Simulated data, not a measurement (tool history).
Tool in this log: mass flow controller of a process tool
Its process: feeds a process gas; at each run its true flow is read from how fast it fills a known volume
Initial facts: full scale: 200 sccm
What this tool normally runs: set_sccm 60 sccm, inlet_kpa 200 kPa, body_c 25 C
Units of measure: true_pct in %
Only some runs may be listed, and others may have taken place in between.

| run | hour | set_sccm | inlet_kpa | body_c | true_pct |
|---|---|---|---|---|---|
| 1 | 0.0 | 60 | 200 | 25 | 98.05 |
| 2 | 103.8 | 60 | 200 | 26 | 97.93 |
| 3 | 224.1 | 60 | 200 | 26 | 97.98 |
| 4 | 308.4 | 60 | 200 | 25 | 98.02 |
| 5 | 403.2 | 60 | 200 | 25 | 98.04 |
| 6 | 486.0 | 60 | 244 | 25 | 98.15 |
| 7 | 595.2 | 60 | 244 | 25 | 98.11 |
| 8 | 664.9 | 60 | 244 | 25 | 98.18 |
| 9 | 732.3 | 60 | 244 | 30 | 98.41 |
| 10 | 810.3 | 60 | 160 | 30 | 98.12 |
| 11 | 939.7 | 60 | 160 | 30 | 98.09 |
| 12 | 1002.2 | 60 | 160 | 30 | 98.21 |
| 13 | 1071.9 | 60 | 160 | 30 | 98.14 |
| 14 | 1199.9 | 60 | 200 | 21 | 98.22 |
| 15 | 1276.2 | 60 | 200 | 21 | 98.13 |
| 16 | 1393.6 | 48 | 270 | 29 | 98.31 |
| 17 | 1476.8 | 48 | 270 | 29 | 98.36 |
| 18 | 1574.9 | 48 | 143 | 36 | 98.16 |
| 19 | 1691.7 | 48 | 143 | 36 | 98.35 |
| 20 | 1802.6 | 171 | 179 | 36 | 100.21 |
| 21 | 1927.8 | 60 | 200 | 39 | 98.67 |
| 22 | 2015.6 | 24 | 142 | 37 | 98.01 |
| 23 | 2109.0 | 133 | 232 | 38 | 99.97 |
| 24 | 2215.8 | 133 | 232 | 38 | 99.96 |
| 25 | 2286.2 | 100 | 246 | 38 | 99.63 |
| 26 | 2374.1 | 105 | 268 | 22 | 99.36 |
| 27 | 2432.7 | 105 | 268 | 22 | 99.37 |
| 28 | 2518.4 | 29 | 200 | 25 | 98.09 |
| 29 | 2592.4 | 29 | 200 | 25 | 98.16 |

Forecast each of these 3 alternatives for the next run:
| A | 2656.5 | 100 | 200 | 25 | ? |
| B | 2656.5 | 29 | 200 | 26 | ? |
| C | 2656.5 | 60 | 200 | 30 | ? |

| run | true_pct |
|---|---|
| A | 99.39 |
| B | 98.20 |
| C | 98.85 |
With no hidden state in the tool, these same runs would have given:
| run | true_pct |
|---|---|
| A | 98.68 |
| B | 97.50 |
| C | 98.14 |

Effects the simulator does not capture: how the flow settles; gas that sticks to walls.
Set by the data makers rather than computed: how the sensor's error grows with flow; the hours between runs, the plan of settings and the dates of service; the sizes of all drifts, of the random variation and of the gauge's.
